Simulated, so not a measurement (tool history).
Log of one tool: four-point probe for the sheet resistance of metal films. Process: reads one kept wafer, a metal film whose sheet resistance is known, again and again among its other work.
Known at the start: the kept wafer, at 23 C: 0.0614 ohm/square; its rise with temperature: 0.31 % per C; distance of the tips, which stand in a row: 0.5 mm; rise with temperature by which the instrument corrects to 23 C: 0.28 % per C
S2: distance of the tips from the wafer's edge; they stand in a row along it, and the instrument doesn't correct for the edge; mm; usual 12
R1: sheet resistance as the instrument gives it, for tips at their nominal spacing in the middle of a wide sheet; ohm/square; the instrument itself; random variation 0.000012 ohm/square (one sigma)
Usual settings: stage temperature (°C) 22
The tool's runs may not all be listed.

run 1 day=0.000 | stage_temperature_(°C)=22 S2=12 | R1=0.061441
run 2 day=1.038 | stage_temperature_(°C)=22 S2=12 | R1=0.061431
run 3 day=1.525 | stage_temperature_(°C)=22 S2=12 | R1=0.061446
run 4 day=2.258 | stage_temperature_(°C)=22 S2=12 | R1=0.061444
run 5 day=2.846 | stage_temperature_(°C)=22 S2=12 | R1=0.061436
run 6 day=3.296 | stage_temperature_(°C)=22 S2=12 | R1=0.061412

Run 7 comes next. What will it give?
run 7 day=4.296 | stage_temperature_(°C)=25 S2=12 | R1=?

R1: 0.061491 ohm/square
Without the tool's hidden state the same run would have given R1 0.061497 ohm/square.
